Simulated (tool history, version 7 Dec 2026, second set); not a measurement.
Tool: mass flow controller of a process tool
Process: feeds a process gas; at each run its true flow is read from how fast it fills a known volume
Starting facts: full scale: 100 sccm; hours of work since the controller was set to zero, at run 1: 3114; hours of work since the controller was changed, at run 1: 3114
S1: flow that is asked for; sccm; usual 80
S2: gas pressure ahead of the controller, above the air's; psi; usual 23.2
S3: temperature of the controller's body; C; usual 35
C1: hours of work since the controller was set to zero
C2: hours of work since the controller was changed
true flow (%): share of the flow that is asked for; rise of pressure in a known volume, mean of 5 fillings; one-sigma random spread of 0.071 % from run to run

Run 1, hour 0.0: usual settings; C1 3114; C2 3114. Result: true flow (%) 98.29.
Run 2, hour 257.5: usual settings but S3 24 C; C1 3213; C2 3213. Result: true flow (%) 96.90.
Run 3, hour 430.3: usual settings; C1 3280; C2 3280. Result: true flow (%) 98.24.
Run 4, hour 562.1: usual settings; C1 3331; C2 3331. Result: true flow (%) 98.27.
Run 5, hour 743.3: usual settings; C1 3401; C2 3401. Result: true flow (%) 98.11.
Run 6, hour 1001.6: usual settings but S2 36.7 psi; C1 3502; C2 3502. Result: true flow (%) 98.56.
Run 7, hour 1274.4: usual settings but S3 33 C; C1 3607; C2 3607. Result: true flow (%) 97.65.
Run 8, hour 1402.5: usual settings but S3 28 C; C1 3657; C2 3657. Result: true flow (%) 97.19.
Run 9, hour 1528.3: usual settings but S3 28 C; C1 3706; C2 3706. Result: true flow (%) 97.02.
Run 10, hour 1649.9: usual settings but S3 28 C; C1 3753; C2 3753. Result: true flow (%) 97.16.
Run 11, hour 1768.7: usual settings but S3 28 C; C1 3799; C2 3799. Result: true flow (%) 97.12.
Run 12, hour 1920.9: usual settings but S3 28 C; C1 3858; C2 3858. Result: true flow (%) 97.08.
Run 13, hour 2081.1: usual settings but S3 28 C; C1 3920; C2 3920. Result: true flow (%) 96.96.
At hour 2097.6: controller's zero set anew.
Run 14, hour 2256.1: usual settings; C1 61; C2 3987. Result: true flow (%) 97.15.
Run 15, hour 2509.9: usual settings; C1 160; C2 4086. Result: true flow (%) 97.02.
Run 16, hour 2679.1: usual settings; C1 225; C2 4151. Result: true flow (%) 97.03.
Run 17, hour 2830.3: usual settings but S1 98 sccm, S2 29.6 psi, S3 32 C; C1 284; C2 4210. Result: true flow (%) 97.65.
Run 18, hour 3039.2: usual settings but S1 44 sccm, S2 30.6 psi, S3 26 C; C1 365; C2 4291. Result: true flow (%) 93.63.
Run 19, hour 3245.2: usual settings but S1 22 sccm, S2 22.0 psi; C1 445; C2 4371. Result: true flow (%) 90.12.
Run 20, hour 3379.8: usual settings but S2 38.0 psi, S3 23 C; C1 497; C2 4423. Result: true flow (%) 95.95.
Run 21, hour 3633.9: usual settings but S1 44 sccm; C1 595; C2 4521. Result: true flow (%) 94.13.
At hour 3682.5: controller's zero set anew, once more.
Run 22, hour 3880.3: usual settings but S1 14 sccm; C1 77; C2 4616. Result: true flow (%) 96.81.
Run 23, hour 4125.7: usual settings but S2 24.1 psi; C1 172; C2 4712. Result: true flow (%) 98.69.
Run 24, hour 4350.0: usual settings but S1 13 sccm, S2 21.2 psi; C1 259; C2 4798. Result: true flow (%) 96.37.
Run 25, hour 4464.0: usual settings but S1 32 sccm, S2 24.5 psi, S3 26 C; C1 303; C2 4843. Result: true flow (%) 96.00.
Run 26, hour 4587.1: usual settings but S1 32 sccm, S2 24.5 psi, S3 26 C; C1 350; C2 4890. Result: true flow (%) 95.99.
Run 27, hour 4779.4: usual settings but S3 37 C; C1 425; C2 4965. Result: true flow (%) 98.65.
Run 28, hour 4931.6: usual settings but S1 40 sccm, S2 39.9 psi, S3 21 C; C1 484; C2 5024. Result: true flow (%) 96.25.
Run 29, hour 5133.6: usual settings but S2 23.4 psi; C1 562; C2 5102. Result: true flow (%) 98.43.
Run 30, hour 5392.5: usual settings but S1 49 sccm, S2 27.7 psi, S3 34 C; C1 662; C2 5202. Result: true flow (%) 97.43.
Run 31, hour 5551.5: usual settings but S1 75 sccm, S2 23.1 psi, S3 22 C; C1 724; C2 5264. Result: true flow (%) 96.54.

What if the next run were any one of these 5? Each begins from the tool's condition after run 31:
Run A, hour 5680.1: usual settings but S2 27.0 psi; C1 774; C2 5314. Result: true flow (%) ?.
Run B, hour 5680.1: usual settings but S1 75 sccm, S2 32.9 psi, S3 24 C; C1 774; C2 5314. Result: true flow (%) ?.
Run C, hour 5680.1: usual settings but S1 75 sccm; C1 774; C2 5314. Result: true flow (%) ?.
Run D, hour 5680.1: usual settings but S1 75 sccm, S2 38.4 psi, S3 25 C; C1 774; C2 5314. Result: true flow (%) ?.
Run E, hour 5680.1: usual settings but S1 95 sccm; C1 774; C2 5314. Result: true flow (%) ?.

run  true flow (%)
  A          98.59
  B          97.17
  C          98.07
  D          97.53
  E          98.70
The same runs, with their run-to-run variation unchanged, on a tool lacking any hidden condition would have given:
run  true flow (%)
  A         100.77
  B          99.35
  C         100.26
  D          99.72
  E         100.84
